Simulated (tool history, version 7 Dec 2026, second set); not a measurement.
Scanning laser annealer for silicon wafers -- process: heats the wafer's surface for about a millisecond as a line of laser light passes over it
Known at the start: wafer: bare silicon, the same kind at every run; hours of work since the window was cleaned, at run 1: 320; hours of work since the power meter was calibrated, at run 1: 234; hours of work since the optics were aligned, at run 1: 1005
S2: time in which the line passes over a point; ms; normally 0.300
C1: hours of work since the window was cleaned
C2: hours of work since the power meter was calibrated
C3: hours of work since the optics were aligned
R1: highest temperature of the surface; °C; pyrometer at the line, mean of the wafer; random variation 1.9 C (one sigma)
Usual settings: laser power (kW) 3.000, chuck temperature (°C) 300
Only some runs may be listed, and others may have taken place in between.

{"run": 1, "hour": 0.0, "laser power (kW)": 3.0, "S2": 0.3, "chuck temperature (°C)": 300, "C1": 320, "C2": 234, "C3": 1005, "R1": 1124}
{"run": 2, "hour": 19.7, "laser power (kW)": 3.0, "S2": 0.3, "chuck temperature (°C)": 300, "C1": 328, "C2": 242, "C3": 1013, "R1": 1126}
{"run": 3, "hour": 45.2, "laser power (kW)": 3.0, "S2": 0.3, "chuck temperature (°C)": 300, "C1": 338, "C2": 253, "C3": 1023, "R1": 1124}
{"run": 4, "hour": 76.6, "laser power (kW)": 3.0, "S2": 0.3, "chuck temperature (°C)": 300, "C1": 350, "C2": 265, "C3": 1036, "R1": 1125}
{"run": 5, "hour": 113.1, "laser power (kW)": 3.0, "S2": 0.3, "chuck temperature (°C)": 300, "C1": 365, "C2": 280, "C3": 1050, "R1": 1124}
{"run": 6, "hour": 136.7, "laser power (kW)": 2.742, "S2": 0.3, "chuck temperature (°C)": 300, "C1": 375, "C2": 289, "C3": 1060, "R1": 1043}
{"run": 7, "hour": 173.9, "laser power (kW)": 3.118, "S2": 0.3, "chuck temperature (°C)": 300, "C1": 389, "C2": 304, "C3": 1075, "R1": 1157}
{"run": 8, "hour": 212.1, "laser power (kW)": 3.118, "S2": 0.3, "chuck temperature (°C)": 300, "C1": 405, "C2": 320, "C3": 1090, "R1": 1161}
{"run": 9, "hour": 250.8, "laser power (kW)": 3.118, "S2": 0.3, "chuck temperature (°C)": 300, "C1": 420, "C2": 335, "C3": 1106, "R1": 1156}
{"run": 10, "hour": 290.4, "laser power (kW)": 3.118, "S2": 0.3, "chuck temperature (°C)": 300, "C1": 436, "C2": 351, "C3": 1122, "R1": 1157}
{"run": 11, "hour": 327.5, "laser power (kW)": 3.118, "S2": 0.3, "chuck temperature (°C)": 300, "C1": 451, "C2": 366, "C3": 1137, "R1": 1157}
{"run": 12, "hour": 348.6, "laser power (kW)": 3.118, "S2": 0.272, "chuck temperature (°C)": 337, "C1": 460, "C2": 374, "C3": 1145, "R1": 1153}
{"run": 13, "hour": 389.1, "laser power (kW)": 3.118, "S2": 0.272, "chuck temperature (°C)": 337, "C1": 476, "C2": 391, "C3": 1161, "R1": 1151}
{"run": 14, "hour": 407.7, "laser power (kW)": 2.87, "S2": 0.257, "chuck temperature (°C)": 301, "C1": 483, "C2": 398, "C3": 1169, "R1": 1022}
{"run": 15, "hour": 437.5, "laser power (kW)": 3.293, "S2": 0.36, "chuck temperature (°C)": 329, "C1": 495, "C2": 410, "C3": 1181, "R1": 1329}
{"run": 16, "hour": 477.4, "laser power (kW)": 2.798, "S2": 0.264, "chuck temperature (°C)": 297, "C1": 511, "C2": 426, "C3": 1197, "R1": 1006}
{"run": 17, "hour": 501.0, "laser power (kW)": 3.141, "S2": 0.342, "chuck temperature (°C)": 300, "C1": 521, "C2": 435, "C3": 1206, "R1": 1222}
{"run": 18, "hour": 522.8, "laser power (kW)": 2.654, "S2": 0.362, "chuck temperature (°C)": 264, "C1": 529, "C2": 444, "C3": 1215, "R1": 1048}
{"run": 19, "hour": 555.2, "laser power (kW)": 2.654, "S2": 0.362, "chuck temperature (°C)": 264, "C1": 542, "C2": 457, "C3": 1228, "R1": 1046}
{"run": 20, "hour": 579.9, "laser power (kW)": 2.699, "S2": 0.361, "chuck temperature (°C)": 264, "C1": 552, "C2": 467, "C3": 1238, "R1": 1059}
{"run": 21, "hour": 605.7, "laser power (kW)": 3.038, "S2": 0.361, "chuck temperature (°C)": 262, "C1": 563, "C2": 477, "C3": 1248, "R1": 1170}
{"run": 22, "hour": 628.6, "laser power (kW)": 2.91, "S2": 0.211, "chuck temperature (°C)": 267, "C1": 572, "C2": 487, "C3": 1257, "R1": 927}

Some steps in R1 between neighbouring runs. How much of each would the tool show without its hidden state too (settings, what came in, random variation), and how much is left for the hidden state, with any gauge scatter that isn't in both results?
Hidden conditions of the tool in this case: light that passes the window, % of a clean one's; laser's true power over the reading, %; width of the line over the set one, %; drift of the gauge itself on peak_c, C.
Run 14 -> 15: laser power (kW) 2.870 -> 3.293, S2 0.257 -> 0.360, chuck temperature (°C) 301 -> 329. R1 +307 °C: hidden state -8, all else +315.
Run 15 -> 16: laser power (kW) 3.293 -> 2.798, S2 0.360 -> 0.264, chuck temperature (°C) 329 -> 297. R1 -323 °C: hidden state +8, all else -331.
